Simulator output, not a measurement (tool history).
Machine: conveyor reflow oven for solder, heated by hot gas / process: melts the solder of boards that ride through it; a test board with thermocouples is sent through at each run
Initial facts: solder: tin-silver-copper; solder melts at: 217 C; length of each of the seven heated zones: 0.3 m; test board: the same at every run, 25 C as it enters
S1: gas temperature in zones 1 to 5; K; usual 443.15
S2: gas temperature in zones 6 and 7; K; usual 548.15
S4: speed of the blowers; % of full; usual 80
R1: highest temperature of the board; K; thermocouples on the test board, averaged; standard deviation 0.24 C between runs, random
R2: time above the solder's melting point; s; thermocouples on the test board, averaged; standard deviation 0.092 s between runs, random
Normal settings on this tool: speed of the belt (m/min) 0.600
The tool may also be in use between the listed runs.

run 1 hour=0.0 | S1=443.15 S2=548.15 speed_of_the_belt_(m/min)=0.600 S4=80 | R1=533.25 R2=48.10
-- hour=71.1 flux residue cleaned out of gas plates and filters
run 2 hour=83.5 | S1=443.15 S2=548.15 speed_of_the_belt_(m/min)=0.569 S4=80 | R1=532.15 R2=50.22
run 3 hour=152.4 | S1=443.15 S2=548.15 speed_of_the_belt_(m/min)=0.569 S4=80 | R1=531.85 R2=50.21
run 4 hour=202.2 | S1=443.15 S2=547.15 speed_of_the_belt_(m/min)=0.600 S4=80 | R1=529.45 R2=45.85
-- hour=231.1 flux residue cleaned out of gas plates and filters, once more
run 5 hour=278.0 | S1=443.15 S2=542.15 speed_of_the_belt_(m/min)=0.600 S4=80 | R1=531.55 R2=48.20
run 6 hour=360.5 | S1=443.15 S2=542.15 speed_of_the_belt_(m/min)=0.600 S4=80 | R1=531.15 R2=48.14
run 7 hour=422.9 | S1=445.15 S2=548.15 speed_of_the_belt_(m/min)=0.600 S4=80 | R1=536.55 R2=51.06
run 8 hour=467.0 | S1=438.15 S2=548.15 speed_of_the_belt_(m/min)=0.600 S4=80 | R1=536.35 R2=48.65
run 9 hour=514.8 | S1=443.15 S2=552.15 speed_of_the_belt_(m/min)=0.600 S4=80 | R1=539.85 R2=51.39
run 10 hour=564.2 | S1=455.15 S2=552.15 speed_of_the_belt_(m/min)=0.600 S4=80 | R1=541.05 R2=55.17
run 11 hour=626.1 | S1=455.15 S2=552.15 speed_of_the_belt_(m/min)=0.600 S4=80 | R1=540.85 R2=55.30
run 12 hour=676.6 | S1=455.15 S2=552.15 speed_of_the_belt_(m/min)=0.600 S4=80 | R1=540.15 R2=55.07
run 13 hour=726.1 | S1=455.15 S2=552.15 speed_of_the_belt_(m/min)=0.600 S4=80 | R1=541.15 R2=55.14
run 14 hour=799.7 | S1=455.15 S2=552.15 speed_of_the_belt_(m/min)=0.600 S4=80 | R1=540.85 R2=55.11
-- hour=856.9 flux residue cleaned out of gas plates and filters
run 15 hour=870.1 | S1=455.15 S2=552.15 speed_of_the_belt_(m/min)=0.600 S4=80 | R1=543.35 R2=56.26
run 16 hour=906.5 | S1=448.15 S2=548.15 speed_of_the_belt_(m/min)=0.498 S4=86 | R1=543.75 R2=66.64
run 17 hour=977.5 | S1=443.15 S2=548.15 speed_of_the_belt_(m/min)=0.600 S4=63 | R1=533.85 R2=49.22
run 18 hour=1016.6 | S1=443.15 S2=548.15 speed_of_the_belt_(m/min)=0.600 S4=63 | R1=533.95 R2=49.07
-- hour=1025.9 thermocouples of zones 6 and 7 changed
run 19 hour=1076.2 | S1=430.15 S2=547.15 speed_of_the_belt_(m/min)=0.678 S4=51 | R1=518.35 R2=30.67
run 20 hour=1158.0 | S1=431.15 S2=547.15 speed_of_the_belt_(m/min)=0.689 S4=81 | R1=528.85 R2=37.88
run 21 hour=1211.1 | S1=431.15 S2=537.15 speed_of_the_belt_(m/min)=0.689 S4=65 | R1=514.95 R2=28.89
run 22 hour=1292.7 | S1=431.15 S2=545.15 speed_of_the_belt_(m/min)=0.689 S4=65 | R1=521.05 R2=33.17
run 23 hour=1360.2 | S1=431.15 S2=545.15 speed_of_the_belt_(m/min)=0.689 S4=65 | R1=521.05 R2=33.05
run 24 hour=1405.4 | S1=428.15 S2=538.15 speed_of_the_belt_(m/min)=0.689 S4=65 | R1=514.05 R2=27.75
-- hour=1478.8 flux residue cleaned out of gas plates and filters
run 25 hour=1479.7 | S1=428.15 S2=538.15 speed_of_the_belt_(m/min)=0.689 S4=65 | R1=517.95 R2=31.37
-- hour=1518.3 belt drive overhauled, speed set with a stopwatch
run 26 hour=1568.2 | S1=435.15 S2=548.15 speed_of_the_belt_(m/min)=0.693 S4=65 | R1=526.75 R2=36.15
run 27 hour=1602.3 | S1=443.15 S2=547.15 speed_of_the_belt_(m/min)=0.600 S4=80 | R1=536.05 R2=49.98
run 28 hour=1654.3 | S1=443.15 S2=552.15 speed_of_the_belt_(m/min)=0.600 S4=78 | R1=540.35 R2=51.10
run 29 hour=1703.6 | S1=443.15 S2=538.15 speed_of_the_belt_(m/min)=0.551 S4=80 | R1=529.95 R2=51.82
run 30 hour=1764.4 | S1=445.15 S2=548.15 speed_of_the_belt_(m/min)=0.551 S4=80 | R1=539.55 R2=56.34

For each run, the measured value with the value that run would have given without the tool's hidden condition subtracted. The run-to-run variation is shared by both, the gauge scatter possibly not:
Hidden state present: heat that the gas passes to the board, % of a clean oven's; belt's true speed, % of the reading; true gas temperature in zones 6 and 7 over the reading, C; drift of the gauge itself on peak_c, C; drift of the gauge itself on liquid_s, %.
run=1 R1=-3.40 R2=-1.91
run=2 R1=-5.50 R2=-3.17
run=3 R1=-5.70 R2=-3.27
run=4 R1=-6.30 R2=-3.76
run=5 R1=+0.70 R2=+0.58
run=6 R1=+0.40 R2=+0.42
run=7 R1=+0.20 R2=+0.40
run=8 R1=+0.00 R2=+0.26
run=9 R1=-0.20 R2=+0.30
run=10 R1=-0.20 R2=+0.46
run=11 R1=-0.30 R2=+0.46
run=12 R1=-0.50 R2=+0.44
run=13 R1=-0.60 R2=+0.42
run=14 R1=-0.90 R2=+0.37
run=15 R1=+2.20 R2=+1.62
run=16 R1=+2.20 R2=+1.84
run=17 R1=+1.90 R2=+1.75
run=18 R1=+1.90 R2=+1.71
run=19 R1=+0.00 R2=+0.52
run=20 R1=-1.00 R2=+0.07
run=21 R1=-1.00 R2=-0.35
run=22 R1=-1.40 R2=-0.36
run=23 R1=-1.70 R2=-0.58
run=24 R1=-1.80 R2=-1.12
run=25 R1=+2.40 R2=+2.58
run=26 R1=+0.90 R2=+0.35
run=27 R1=+1.00 R2=+0.29
run=28 R1=+0.80 R2=+0.24
run=29 R1=+1.00 R2=+0.18
run=30 R1=+0.80 R2=+0.19

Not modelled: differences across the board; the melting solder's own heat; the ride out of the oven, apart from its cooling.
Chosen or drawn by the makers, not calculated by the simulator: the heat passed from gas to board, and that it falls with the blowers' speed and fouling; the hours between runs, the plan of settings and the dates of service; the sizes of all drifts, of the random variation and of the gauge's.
